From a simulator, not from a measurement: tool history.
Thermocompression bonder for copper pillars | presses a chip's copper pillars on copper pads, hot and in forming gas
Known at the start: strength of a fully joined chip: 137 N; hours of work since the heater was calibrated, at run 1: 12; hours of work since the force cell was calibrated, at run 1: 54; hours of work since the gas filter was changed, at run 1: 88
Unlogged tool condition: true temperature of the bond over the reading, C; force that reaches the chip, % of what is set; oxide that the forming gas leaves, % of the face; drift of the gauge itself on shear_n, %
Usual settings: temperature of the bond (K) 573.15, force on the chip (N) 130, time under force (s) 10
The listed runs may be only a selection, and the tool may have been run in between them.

run  hour  temperature of the bond (K)  force on the chip (N)  time under force (s)  hours of work since the heater was calibrated  hours of work since the force cell was calibrated  hours of work since the gas filter was changed  force that shears a chip off (N)
  1     0                       573.15                    130                    10                                             12                                                 54                                              88                              69.4
  2  18.1                       575.15                    130                    10                                             24                                                 65                                              99                                71
  3  36.1                       575.15                    130                    10                                             35                                                 77                                             111                              70.9
  4    51                       575.15                    130                    10                                             45                                                 86                                             120                              70.9
  5  58.8                       573.15                    130                     5                                             50                                                 91                                             125                              54.4
  6  69.3                       573.15                    130                     5                                             56                                                 98                                             132                              53.1

Estimate the outcome of run 7 from the log above:
     70.9  -- forming gas filter changed
  7  84.4                       548.15                    166                     5                                             66                                                107                                               9                                 ?

force that shears a chip off (N): 48.6
If the tool had no hidden condition, the same run with the same run-to-run variation would have returned force that shears a chip off (N) 48.8.
